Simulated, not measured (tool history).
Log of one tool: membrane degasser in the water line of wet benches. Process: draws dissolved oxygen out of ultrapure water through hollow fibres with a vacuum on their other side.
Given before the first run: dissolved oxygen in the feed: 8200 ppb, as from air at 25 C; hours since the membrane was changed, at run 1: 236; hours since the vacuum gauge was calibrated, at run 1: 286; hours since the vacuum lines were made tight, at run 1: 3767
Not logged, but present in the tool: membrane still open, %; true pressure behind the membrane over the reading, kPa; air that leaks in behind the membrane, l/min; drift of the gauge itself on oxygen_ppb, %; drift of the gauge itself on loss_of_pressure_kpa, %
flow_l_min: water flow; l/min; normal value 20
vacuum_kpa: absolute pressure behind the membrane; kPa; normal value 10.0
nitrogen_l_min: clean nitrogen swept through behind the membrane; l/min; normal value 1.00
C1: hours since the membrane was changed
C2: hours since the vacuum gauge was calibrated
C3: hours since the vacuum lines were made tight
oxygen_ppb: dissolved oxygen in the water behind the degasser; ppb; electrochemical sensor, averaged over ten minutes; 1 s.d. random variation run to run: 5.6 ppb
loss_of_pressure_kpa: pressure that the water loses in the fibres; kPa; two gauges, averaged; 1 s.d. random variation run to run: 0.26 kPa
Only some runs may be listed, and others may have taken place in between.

run 1 hour=0.0 | flow_l_min=20 vacuum_kpa=10.0 nitrogen_l_min=1.00 | C1=236 C2=286 C3=3767 | oxygen_ppb=571.7 loss_of_pressure_kpa=69.00
run 2 hour=22.5 | flow_l_min=20 vacuum_kpa=10.0 nitrogen_l_min=1.00 | C1=258 C2=309 C3=3789 | oxygen_ppb=562.4 loss_of_pressure_kpa=69.75
run 3 hour=58.7 | flow_l_min=20 vacuum_kpa=10.0 nitrogen_l_min=1.00 | C1=295 C2=345 C3=3826 | oxygen_ppb=562.4 loss_of_pressure_kpa=69.15
run 4 hour=82.9 | flow_l_min=20 vacuum_kpa=10.0 nitrogen_l_min=1.00 | C1=319 C2=369 C3=3850 | oxygen_ppb=566.1 loss_of_pressure_kpa=69.40
run 5 hour=109.7 | flow_l_min=20 vacuum_kpa=10.0 nitrogen_l_min=1.00 | C1=346 C2=396 C3=3877 | oxygen_ppb=562.8 loss_of_pressure_kpa=69.36
run 6 hour=131.6 | flow_l_min=20 vacuum_kpa=10.0 nitrogen_l_min=1.00 | C1=367 C2=418 C3=3899 | oxygen_ppb=564.0 loss_of_pressure_kpa=69.32
run 7 hour=153.3 | flow_l_min=20 vacuum_kpa=10.0 nitrogen_l_min=1.00 | C1=389 C2=440 C3=3920 | oxygen_ppb=568.9 loss_of_pressure_kpa=69.09
run 8 hour=193.1 | flow_l_min=26 vacuum_kpa=10.0 nitrogen_l_min=1.00 | C1=429 C2=479 C3=3960 | oxygen_ppb=798.8 loss_of_pressure_kpa=90.04
run 9 hour=243.1 | flow_l_min=20 vacuum_kpa=7.8 nitrogen_l_min=1.00 | C1=479 C2=530 C3=4010 | oxygen_ppb=474.5 loss_of_pressure_kpa=69.71
run 10 hour=286.9 | flow_l_min=20 vacuum_kpa=7.8 nitrogen_l_min=1.00 | C1=523 C2=573 C3=4054 | oxygen_ppb=476.9 loss_of_pressure_kpa=69.33
run 11 hour=312.4 | flow_l_min=20 vacuum_kpa=7.8 nitrogen_l_min=1.00 | C1=548 C2=599 C3=4079 | oxygen_ppb=484.1 loss_of_pressure_kpa=69.20
run 12 hour=353.9 | flow_l_min=20 vacuum_kpa=10.0 nitrogen_l_min=1.00 | C1=590 C2=640 C3=4121 | oxygen_ppb=566.5 loss_of_pressure_kpa=69.39
run 13 hour=399.6 | flow_l_min=20 vacuum_kpa=10.0 nitrogen_l_min=1.00 | C1=636 C2=686 C3=4167 | oxygen_ppb=563.0 loss_of_pressure_kpa=69.24
run 14 hour=429.5 | flow_l_min=22 vacuum_kpa=7.3 nitrogen_l_min=1.64 | C1=665 C2=716 C3=4196 | oxygen_ppb=463.1 loss_of_pressure_kpa=76.74
run 15 hour=480.4 | flow_l_min=15 vacuum_kpa=22.2 nitrogen_l_min=0.62 | C1=716 C2=767 C3=4247 | oxygen_ppb=1061.0 loss_of_pressure_kpa=52.33
run 16 hour=506.9 | flow_l_min=22 vacuum_kpa=19.6 nitrogen_l_min=0.51 | C1=743 C2=793 C3=4274 | oxygen_ppb=1500.0 loss_of_pressure_kpa=76.95
run 17 hour=546.0 | flow_l_min=13 vacuum_kpa=7.2 nitrogen_l_min=1.00 | C1=782 C2=832 C3=4313 | oxygen_ppb=228.8 loss_of_pressure_kpa=45.38
run 18 hour=582.7 | flow_l_min=13 vacuum_kpa=7.2 nitrogen_l_min=1.00 | C1=819 C2=869 C3=4350 | oxygen_ppb=226.7 loss_of_pressure_kpa=45.27
-- hour=586.0 vacuum gauge calibrated
run 19 hour=607.3 | flow_l_min=18 vacuum_kpa=14.6 nitrogen_l_min=2.42 | C1=843 C2=21 C3=4374 | oxygen_ppb=429.1 loss_of_pressure_kpa=62.94
run 20 hour=631.7 | flow_l_min=19 vacuum_kpa=21.2 nitrogen_l_min=1.00 | C1=867 C2=46 C3=4398 | oxygen_ppb=952.8 loss_of_pressure_kpa=66.31
run 21 hour=682.9 | flow_l_min=20 vacuum_kpa=10.0 nitrogen_l_min=2.78 | C1=918 C2=97 C3=4449 | oxygen_ppb=406.7 loss_of_pressure_kpa=70.06
run 22 hour=723.8 | flow_l_min=20 vacuum_kpa=7.0 nitrogen_l_min=1.00 | C1=959 C2=138 C3=4490 | oxygen_ppb=444.7 loss_of_pressure_kpa=69.68
run 23 hour=762.4 | flow_l_min=19 vacuum_kpa=10.0 nitrogen_l_min=1.00 | C1=998 C2=176 C3=4529 | oxygen_ppb=536.8 loss_of_pressure_kpa=66.17
-- hour=794.0 vacuum gauge calibrated, once more
run 24 hour=808.2 | flow_l_min=29 vacuum_kpa=10.0 nitrogen_l_min=1.99 | C1=1043 C2=14 C3=4574 | oxygen_ppb=762.8 loss_of_pressure_kpa=101.11
run 25 hour=844.8 | flow_l_min=17 vacuum_kpa=10.0 nitrogen_l_min=1.00 | C1=1080 C2=51 C3=4611 | oxygen_ppb=455.8 loss_of_pressure_kpa=59.70

What if the next run were any one of these 3? Each begins from the tool's condition after run 25:
run A hour=880.0 | flow_l_min=13 vacuum_kpa=7.5 nitrogen_l_min=1.00 | C1=1115 C2=86 C3=4646 | oxygen_ppb=? loss_of_pressure_kpa=?
run B hour=880.0 | flow_l_min=20 vacuum_kpa=12.0 nitrogen_l_min=0.90 | C1=1115 C2=86 C3=4646 | oxygen_ppb=? loss_of_pressure_kpa=?
run C hour=880.0 | flow_l_min=20 vacuum_kpa=10.0 nitrogen_l_min=0.69 | C1=1115 C2=86 C3=4646 | oxygen_ppb=? loss_of_pressure_kpa=?

run=A oxygen_ppb=235.1 loss_of_pressure_kpa=45.40
run=B oxygen_ppb=685.4 loss_of_pressure_kpa=70.34
run=C oxygen_ppb=660.1 loss_of_pressure_kpa=69.39
What these runs would have given with no unlogged condition in the tool:
run=A oxygen_ppb=225.4 loss_of_pressure_kpa=45.05
run=B oxygen_ppb=669.3 loss_of_pressure_kpa=69.79
run=C oxygen_ppb=646.5 loss_of_pressure_kpa=68.85
